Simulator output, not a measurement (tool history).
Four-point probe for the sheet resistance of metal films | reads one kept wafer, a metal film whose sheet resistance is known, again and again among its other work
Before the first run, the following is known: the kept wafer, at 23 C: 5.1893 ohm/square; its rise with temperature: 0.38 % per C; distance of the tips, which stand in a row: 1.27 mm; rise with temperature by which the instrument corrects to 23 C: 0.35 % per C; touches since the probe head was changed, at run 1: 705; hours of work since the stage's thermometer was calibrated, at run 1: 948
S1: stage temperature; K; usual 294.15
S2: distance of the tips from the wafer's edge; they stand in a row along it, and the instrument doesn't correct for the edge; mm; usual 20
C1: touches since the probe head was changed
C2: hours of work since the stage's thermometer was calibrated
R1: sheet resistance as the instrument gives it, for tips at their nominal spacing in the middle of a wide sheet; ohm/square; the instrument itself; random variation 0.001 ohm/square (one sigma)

Run 1, hour 0.0: usual settings; C1 705; C2 948. Result: R1 5.197868 ohm/square.
Run 2, hour 26.1: usual settings; C1 1255; C2 968. Result: R1 5.197098 ohm/square.
Run 3, hour 60.3: usual settings but S1 304.15 K; C1 1978; C2 995. Result: R1 5.211897 ohm/square.
Run 4, hour 89.5: usual settings but S1 304.15 K; C1 2595; C2 1019. Result: R1 5.213863 ohm/square.
Run 5, hour 133.1: usual settings; C1 3514; C2 1053. Result: R1 5.200551 ohm/square.
Run 6, hour 170.2: usual settings but S1 293.15 K; C1 4297; C2 1082. Result: R1 5.199487 ohm/square.
Run 7, hour 203.2: usual settings but S1 296.15 K; C1 4996; C2 1108. Result: R1 5.204624 ohm/square.
Run 8, hour 225.6: usual settings but S1 296.15 K; C1 5469; C2 1126. Result: R1 5.203000 ohm/square.
Run 9, hour 249.8: usual settings; C1 5979; C2 1145. Result: R1 5.199010 ohm/square.
Run 10, hour 267.9: usual settings but S1 292.15 K; C1 6362; C2 1159. Result: R1 5.196722 ohm/square.
Run 11, hour 304.4: usual settings but S1 292.15 K; C1 7131; C2 1188. Result: R1 5.198209 ohm/square.
Run 12, hour 325.7: usual settings but S1 292.15 K; C1 7582; C2 1205. Result: R1 5.197437 ohm/square.
Run 13, hour 353.3: usual settings but S1 292.15 K; C1 8164; C2 1226. Result: R1 5.200084 ohm/square.
Run 14, hour 395.6: usual settings; C1 9057; C2 1260. Result: R1 5.203094 ohm/square.
Run 15, hour 413.8: usual settings but S1 295.15 K, S2 6 mm; C1 9441; C2 1274. Result: R1 5.314085 ohm/square.
Run 16, hour 454.2: usual settings but S1 307.15 K, S2 19 mm; C1 10294; C2 1306. Result: R1 5.223757 ohm/square.
Run 17, hour 488.7: usual settings but S1 306.15 K, S2 12 mm; C1 11022; C2 1333. Result: R1 5.239418 ohm/square.
Run 18, hour 529.9: usual settings but S1 302.15 K, S2 5 mm; C1 11894; C2 1366. Result: R1 5.376873 ohm/square.
Run 19, hour 567.1: usual settings but S1 302.15 K, S2 5 mm; C1 12678; C2 1395. Result: R1 5.380765 ohm/square.
Run 20, hour 591.0: usual settings but S1 293.15 K, S2 15 mm; C1 13182; C2 1414. Result: R1 5.212318 ohm/square.
Run 21, hour 613.1: usual settings but S1 293.15 K, S2 15 mm; C1 13649; C2 1431. Result: R1 5.211981 ohm/square.
Run 22, hour 643.4: usual settings but S1 307.15 K, S2 13 mm; C1 14290; C2 1455. Result: R1 5.239133 ohm/square.
Run 23, hour 676.7: usual settings but S2 5 mm; C1 14992; C2 1481. Result: R1 5.369078 ohm/square.
Run 24, hour 708.6: usual settings but S1 307.15 K, S2 6 mm; C1 15665; C2 1506. Result: R1 5.336183 ohm/square.
Run 25, hour 736.9: usual settings but S1 307.15 K, S2 6 mm; C1 16263; C2 1529. Result: R1 5.336676 ohm/square.
Run 26, hour 762.3: usual settings but S1 296.15 K, S2 3 mm; C1 16799; C2 1549. Result: R1 5.653036 ohm/square.
Run 27, hour 793.8: usual settings but S1 298.15 K; C1 17466; C2 1574. Result: R1 5.212632 ohm/square.

4 options for the next run, each taken on its own from the tool as it stands now. Forecast them:
Run A, hour 824.6: usual settings but S1 297.15 K, S2 68 mm; C1 18115; C2 1598. Result: R1 ?.
Run B, hour 824.6: usual settings but S2 14 mm; C1 18115; C2 1598. Result: R1 ?.
Run C, hour 824.6: usual settings but S1 292.15 K, S2 11 mm; C1 18115; C2 1598. Result: R1 ?.
Run D, hour 824.6: usual settings but S1 291.15 K, S2 30 mm; C1 18115; C2 1598. Result: R1 ?.

run        R1
  A  5.201462
  B  5.218648
  C  5.232829
  D  5.196195
What these runs would have given with no unlogged condition in the tool:
run        R1
  A  5.191728
  B  5.208847
  C  5.222978
  D  5.186398
